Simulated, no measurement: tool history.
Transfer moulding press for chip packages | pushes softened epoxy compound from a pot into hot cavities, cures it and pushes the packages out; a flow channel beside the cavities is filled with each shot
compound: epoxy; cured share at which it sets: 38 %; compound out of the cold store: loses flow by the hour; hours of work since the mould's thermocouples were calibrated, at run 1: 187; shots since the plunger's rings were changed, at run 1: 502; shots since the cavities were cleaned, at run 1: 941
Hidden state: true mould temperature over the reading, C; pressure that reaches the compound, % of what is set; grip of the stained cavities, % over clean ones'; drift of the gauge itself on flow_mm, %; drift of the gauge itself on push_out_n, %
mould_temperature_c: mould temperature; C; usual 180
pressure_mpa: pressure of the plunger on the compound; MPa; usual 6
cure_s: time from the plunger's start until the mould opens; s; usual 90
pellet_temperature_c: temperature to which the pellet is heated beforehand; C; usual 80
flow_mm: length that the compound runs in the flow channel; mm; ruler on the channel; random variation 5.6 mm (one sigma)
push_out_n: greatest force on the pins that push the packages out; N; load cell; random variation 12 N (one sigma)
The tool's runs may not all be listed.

run   hour  mould_temperature_c  pressure_mpa  cure_s  pellet_temperature_c  hours of work since the mould's thermocouples were calibrated  shots since the plunger's rings were changed  shots since the cavities were cleaned  incoming compound's hours out of the cold store  flow_mm  push_out_n
  1      0                  180             6      90                    80                                                            187                                           502                                    941                                             39.6      961         897
  2    4.6                  182             6      90                    80                                                            190                                           555                                    994                                             45.1      929         811
  3   11.3                  180             6      90                    80                                                            194                                           633                                   1072                                             22.4      986         966
      17.6  -- cavities cleaned with cleaning compound and waxed
  4   17.6                  180             6      90                    80                                                            197                                           689                                      0                                             21.3      984        1044
  5     24                  182             6      90                    80                                                            201                                           764                                     75                                             39.6      940         924
  6   30.2                  182             6      90                    80                                                            204                                           835                                    146                                             13.9      995         989
  7   37.7                  182             6      90                    80                                                            209                                           923                                    234                                             12.7      991         929
  8   43.6                  182             6      90                    80                                                            212                                           992                                    303                                             44.9      924         944
  9   48.8                  182             6      90                    80                                                            216                                          1052                                    363                                               11     1001         963
 10   56.1                  182             6      90                    80                                                            220                                          1136                                    447                                             33.4      952         926
      61.9  -- cavities cleaned with cleaning compound and waxed, once more
 11   64.7                  182             6      90                    80                                                            224                                          1219                                     33                                             34.3      936         568
 12   69.3                  182             6      90                    80                                                            227                                          1273                                     87                                             13.1      994         590
 13   74.9                  182             6      90                    80                                                            230                                          1339                                    153                                             43.8      920         602
 14   82.4                  182             6      90                    80                                                            235                                          1425                                    239                                             35.5      930         684
 15   91.2                  186          5.95      84                    79                                                            240                                          1528                                    342                                             18.3      953         646
 16  100.1                  186          5.95      84                    79                                                            246                                          1632                                    446                                             23.3      938         720
 17  105.4                  187          6.72      84                    77                                                            249                                          1693                                    507                                             35.5      966         710
 18  110.2                  187           5.3     127                    74                                                            252                                          1748                                    562                                             13.8      899         644
 19  115.6                  187           5.3     127                    74                                                            255                                          1812                                    626                                             44.8      850         657
 20  120.4                  187           5.3     127                    74                                                            258                                          1867                                    681                                                9      896         666
 21  127.2                  180             6     127                    80                                                            262                                          1946                                    760                                             22.3      964         660
 22  136.3                  186             6      90                    80                                                            267                                          2053                                    867                                             28.3      922         742
 23  141.8                  180          6.34      90                    80                                                            271                                          2116                                    930                                             33.9      960         948
 24  149.3                  180          6.34      90                    80                                                            275                                          2203                                   1017                                             32.2      971         927
 25  153.2                  180          6.34      90                    80                                                            278                                          2249                                   1063                                             19.2      986         941
 26  157.4                  180          6.34      90                    80                                                            280                                          2298                                   1112                                             35.6      952         944
     160.5  -- cavities cleaned with cleaning compound and waxed
 27  164.5                  187             6      92                    82                                                            284                                          2363                                     47                                             18.2      938         479
 28  173.7                  180             6      90                    71                                                            289                                          2470                                    154                                             36.9      920         685

Forecast each of these 3 alternatives for the next run:
  A  177.5                  178             6     120                    71                                                            291                                          2514                                    198                                             37.2        ?           ?
  B  177.5                  177             6      81                    80                                                            291                                          2514                                    198                                             18.6        ?           ?
  C  177.5                  180             6      71                    71                                                            291                                          2514                                    198                                             26.2        ?           ?

run  flow_mm  push_out_n
  A      921         558
  B      963        1126
  C      944        1263
Without the tool's hidden state the same runs would have given:
run  flow_mm  push_out_n
  A      964         438
  B     1008         861
  C      988         968

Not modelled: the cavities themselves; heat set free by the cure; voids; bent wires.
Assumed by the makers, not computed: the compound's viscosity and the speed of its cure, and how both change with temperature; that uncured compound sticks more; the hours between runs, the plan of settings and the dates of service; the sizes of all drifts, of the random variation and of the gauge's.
